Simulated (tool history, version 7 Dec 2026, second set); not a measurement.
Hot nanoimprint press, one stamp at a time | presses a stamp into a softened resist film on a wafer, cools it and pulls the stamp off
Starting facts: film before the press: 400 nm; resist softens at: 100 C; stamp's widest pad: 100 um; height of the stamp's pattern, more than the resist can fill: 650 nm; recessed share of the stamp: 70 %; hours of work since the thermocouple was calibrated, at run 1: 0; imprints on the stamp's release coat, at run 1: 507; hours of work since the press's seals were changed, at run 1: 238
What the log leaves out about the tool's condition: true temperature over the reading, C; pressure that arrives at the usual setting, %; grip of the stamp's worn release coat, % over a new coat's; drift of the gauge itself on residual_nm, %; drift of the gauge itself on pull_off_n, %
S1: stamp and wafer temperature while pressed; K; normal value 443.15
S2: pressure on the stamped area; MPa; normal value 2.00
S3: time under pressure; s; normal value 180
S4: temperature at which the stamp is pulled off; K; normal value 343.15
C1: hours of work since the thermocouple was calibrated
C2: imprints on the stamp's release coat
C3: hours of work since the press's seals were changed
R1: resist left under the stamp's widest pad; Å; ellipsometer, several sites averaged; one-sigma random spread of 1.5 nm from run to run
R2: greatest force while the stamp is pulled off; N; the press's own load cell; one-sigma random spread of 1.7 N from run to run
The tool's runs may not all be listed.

| run | hour | S1 | S2 | S3 | S4 | C1 | C2 | C3 | R1 | R2 |
|---|---|---|---|---|---|---|---|---|---|---|
| 1 | 0.0 | 443.15 | 2.00 | 180 | 343.15 | 0 | 507 | 238 | 2402 | 178 |
| 2 | 7.1 | 443.15 | 2.00 | 175 | 343.15 | 5 | 550 | 243 | 2388 | 180 |
| 3 | 20.2 | 443.15 | 2.00 | 175 | 343.15 | 15 | 629 | 253 | 2380 | 180 |
| 4 | 30.8 | 443.15 | 2.00 | 180 | 343.15 | 24 | 693 | 261 | 2393 | 181 |
| 5 | 38.7 | 443.15 | 2.00 | 180 | 343.15 | 30 | 741 | 267 | 2403 | 180 |
| 6 | 49.3 | 443.15 | 2.06 | 180 | 343.15 | 38 | 804 | 275 | 2346 | 179 |
| 7 | 56.3 | 443.15 | 2.00 | 180 | 343.15 | 43 | 846 | 281 | 2408 | 183 |
|  | 66.9 | stamp cleaned and given a new release coat |
| 8 | 76.3 | 443.15 | 2.00 | 128 | 343.15 | 54 | 56 | 291 | 2604 | 165 |
| 9 | 89.6 | 443.15 | 2.00 | 180 | 338.15 | 64 | 136 | 302 | 2401 | 173 |
| 10 | 101.5 | 443.15 | 2.00 | 180 | 343.15 | 73 | 208 | 311 | 2393 | 171 |
| 11 | 108.2 | 443.15 | 2.00 | 180 | 343.15 | 78 | 248 | 316 | 2409 | 171 |
| 12 | 120.9 | 443.15 | 2.00 | 180 | 343.15 | 88 | 324 | 325 | 2442 | 176 |
| 13 | 127.7 | 443.15 | 2.00 | 180 | 343.15 | 93 | 365 | 331 | 2407 | 174 |
| 14 | 135.8 | 443.15 | 2.00 | 180 | 329.15 | 99 | 414 | 337 | 2427 | 199 |
| 15 | 142.0 | 443.15 | 2.00 | 180 | 345.15 | 104 | 452 | 342 | 2419 | 170 |
| 16 | 150.0 | 443.15 | 2.00 | 92 | 329.15 | 110 | 499 | 348 | 2849 | 204 |
| 17 | 162.4 | 452.15 | 2.00 | 180 | 343.15 | 120 | 574 | 357 | 1911 | 180 |
|  | 166.2 | plate thermocouple calibrated |
| 18 | 176.5 | 452.15 | 1.50 | 180 | 345.15 | 8 | 641 | 366 | 2223 | 179 |
| 19 | 184.2 | 443.15 | 1.44 | 180 | 334.15 | 14 | 687 | 372 | 2808 | 198 |
| 20 | 192.1 | 443.15 | 1.44 | 180 | 334.15 | 20 | 734 | 378 | 2807 | 201 |
| 21 | 197.9 | 436.15 | 1.44 | 180 | 334.15 | 24 | 769 | 382 | 3252 | 199 |
| 22 | 207.6 | 448.15 | 2.22 | 243 | 340.15 | 32 | 828 | 390 | 1835 | 188 |
|  | 221.9 | stamp cleaned and given a new release coat |
|  | 226.6 | plate thermocouple calibrated, once more |
| 23 | 230.6 | 448.15 | 2.22 | 243 | 340.15 | 3 | 34 | 400 | 1796 | 168 |
| 24 | 242.9 | 448.15 | 2.22 | 243 | 340.15 | 12 | 108 | 410 | 1788 | 171 |
| 25 | 255.9 | 450.15 | 1.84 | 96 | 340.15 | 22 | 186 | 420 | 2463 | 174 |
| 26 | 266.5 | 441.15 | 2.00 | 180 | 329.15 | 31 | 250 | 428 | 2527 | 193 |
| 27 | 279.9 | 439.15 | 1.63 | 116 | 341.15 | 41 | 330 | 438 | 3106 | 175 |
| 28 | 292.2 | 444.15 | 2.91 | 353 | 332.15 | 50 | 404 | 447 | 1544 | 192 |
| 29 | 301.3 | 446.15 | 2.91 | 353 | 332.15 | 57 | 459 | 454 | 1459 | 192 |

5 ways to go on from here, each from the tool as it stands after run 29. What would each give?
| A | 313.9 | 448.15 | 2.91 | 237 | 346.15 | 67 | 535 | 464 | ? | ? |
| B | 313.9 | 446.15 | 2.60 | 353 | 332.15 | 67 | 535 | 464 | ? | ? |
| C | 313.9 | 443.15 | 1.47 | 180 | 343.15 | 67 | 535 | 464 | ? | ? |
| D | 313.9 | 432.15 | 2.91 | 353 | 332.15 | 67 | 535 | 464 | ? | ? |
| E | 313.9 | 443.15 | 2.39 | 209 | 343.15 | 67 | 535 | 464 | ? | ? |

| run | R1 | R2 |
|---|---|---|
| A | 1573 | 173 |
| B | 1549 | 195 |
| C | 2750 | 175 |
| D | 2282 | 196 |
| E | 2115 | 179 |
Stripped of hidden state, with their random variation kept, the same runs would have yielded:
| run | R1 | R2 |
|---|---|---|
| A | 1528 | 161 |
| B | 1508 | 182 |
| C | 2717 | 164 |
| D | 2223 | 184 |
| E | 2068 | 167 |

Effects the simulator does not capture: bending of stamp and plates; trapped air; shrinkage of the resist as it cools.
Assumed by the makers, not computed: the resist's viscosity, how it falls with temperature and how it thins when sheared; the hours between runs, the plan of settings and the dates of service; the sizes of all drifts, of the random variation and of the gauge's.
